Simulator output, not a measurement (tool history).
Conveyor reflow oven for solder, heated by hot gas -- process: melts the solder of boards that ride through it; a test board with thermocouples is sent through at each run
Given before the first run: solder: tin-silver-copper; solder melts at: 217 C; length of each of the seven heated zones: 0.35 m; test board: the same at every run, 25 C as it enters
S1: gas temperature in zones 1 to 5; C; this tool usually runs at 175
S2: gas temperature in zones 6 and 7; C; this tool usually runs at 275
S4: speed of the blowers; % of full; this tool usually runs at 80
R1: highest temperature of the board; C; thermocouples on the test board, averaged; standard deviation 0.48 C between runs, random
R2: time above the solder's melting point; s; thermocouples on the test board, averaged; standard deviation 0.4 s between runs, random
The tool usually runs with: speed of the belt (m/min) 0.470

Run 1, hour 0.0: usual settings. Result: R1 262.0 C, R2 74.3 s.
Run 2, hour 26.3: usual settings. Result: R1 261.5 C, R2 74.9 s.
Run 3, hour 48.3: usual settings but speed of the belt (m/min) 0.438. Result: R1 264.1 C, R2 82.2 s.
Run 4, hour 66.0: usual settings but speed of the belt (m/min) 0.438, S4 81 % of full. Result: R1 263.9 C, R2 82.0 s.
Run 5, hour 98.0: usual settings but speed of the belt (m/min) 0.438, S4 81 % of full. Result: R1 262.8 C, R2 81.2 s.
Run 6, hour 130.8: usual settings but speed of the belt (m/min) 0.381. Result: R1 265.8 C, R2 97.3 s.
Run 7, hour 151.2: usual settings but S1 187 C. Result: R1 263.7 C, R2 80.5 s.
Run 8, hour 171.8: usual settings but S1 187 C. Result: R1 263.7 C, R2 81.3 s.
Run 9, hour 200.6: usual settings but S1 187 C. Result: R1 263.2 C, R2 81.0 s.
Run 10, hour 231.5: usual settings but S1 185 C. Result: R1 263.1 C, R2 79.4 s.
Run 11, hour 253.9: usual settings but S1 185 C. Result: R1 262.5 C, R2 80.0 s.
At hour 278.3: thermocouples of zones 6 and 7 changed.
Run 12, hour 290.3: usual settings but S1 185 C. Result: R1 262.5 C, R2 79.8 s.
Run 13, hour 321.5: usual settings but S2 264 C. Result: R1 251.5 C, R2 68.2 s.
Run 14, hour 342.9: usual settings but S2 264 C. Result: R1 251.6 C, R2 68.0 s.
Run 15, hour 361.7: usual settings but S2 264 C. Result: R1 251.6 C, R2 68.1 s.
Run 16, hour 387.2: usual settings but S1 178 C, S2 272 C, S4 72 % of full. Result: R1 258.6 C, R2 74.8 s.
Run 17, hour 411.4: usual settings but S1 176 C, S4 57 % of full. Result: R1 258.0 C, R2 72.4 s.
Run 18, hour 435.6: usual settings but S2 278 C, S4 78 % of full. Result: R1 263.9 C, R2 76.2 s.
Run 19, hour 456.7: usual settings but S1 182 C, S2 265 C, S4 66 % of full. Result: R1 252.3 C, R2 70.9 s.
Run 20, hour 472.5: usual settings but S1 170 C, S2 265 C, S4 50 % of full. Result: R1 246.9 C, R2 60.3 s.
Run 21, hour 497.3: usual settings but S1 170 C, S2 265 C, S4 50 % of full. Result: R1 246.8 C, R2 59.5 s.
Run 22, hour 522.7: usual settings but S2 263 C, S4 55 % of full. Result: R1 248.0 C, R2 62.6 s.
Run 23, hour 542.2: usual settings but S1 162 C, S2 269 C, speed of the belt (m/min) 0.408, S4 67 % of full. Result: R1 257.0 C, R2 78.0 s.
Run 24, hour 565.0: usual settings but S1 165 C, speed of the belt (m/min) 0.532. Result: R1 254.9 C, R2 57.9 s.
Run 25, hour 592.2: usual settings but S1 165 C, speed of the belt (m/min) 0.532. Result: R1 256.0 C, R2 57.5 s.
Run 26, hour 620.6: usual settings but S1 168 C, speed of the belt (m/min) 0.435, S4 67 % of full. Result: R1 261.5 C, R2 78.1 s.
Run 27, hour 649.2: usual settings but S1 179 C, S2 269 C, speed of the belt (m/min) 0.435, S4 62 % of full. Result: R1 256.5 C, R2 79.1 s.
Run 28, hour 664.4: usual settings but S1 179 C, S2 269 C, speed of the belt (m/min) 0.435, S4 62 % of full. Result: R1 256.9 C, R2 79.8 s.
Run 29, hour 682.2: usual settings but S1 169 C, S2 263 C, S4 56 % of full. Result: R1 246.3 C, R2 58.3 s.
Run 30, hour 707.5: usual settings but S1 169 C, S2 263 C, S4 56 % of full. Result: R1 247.0 C, R2 59.2 s.

Each row is a separate what-if for the run after 30, all from the same tool condition, not one after another. Results?
Run A, hour 726.7: usual settings but S1 169 C, S2 263 C, speed of the belt (m/min) 0.401, S4 56 % of full. Result: R1 ?, R2 ?.
Run B, hour 726.7: usual settings but S1 172 C, S2 263 C, speed of the belt (m/min) 0.423, S4 56 % of full. Result: R1 ?, R2 ?.
Run C, hour 726.7: usual settings but S1 177 C, S2 263 C, S4 52 % of full. Result: R1 ?, R2 ?.

run     R1    R2
  A  250.5  76.9
  B  251.0  71.7
  C  246.7  63.1
Take away the tool's hidden state, keep each run's random variation, and the runs would have read:
run     R1    R2
  A  250.6  76.9
  B  251.1  71.8
  C  246.8  63.1

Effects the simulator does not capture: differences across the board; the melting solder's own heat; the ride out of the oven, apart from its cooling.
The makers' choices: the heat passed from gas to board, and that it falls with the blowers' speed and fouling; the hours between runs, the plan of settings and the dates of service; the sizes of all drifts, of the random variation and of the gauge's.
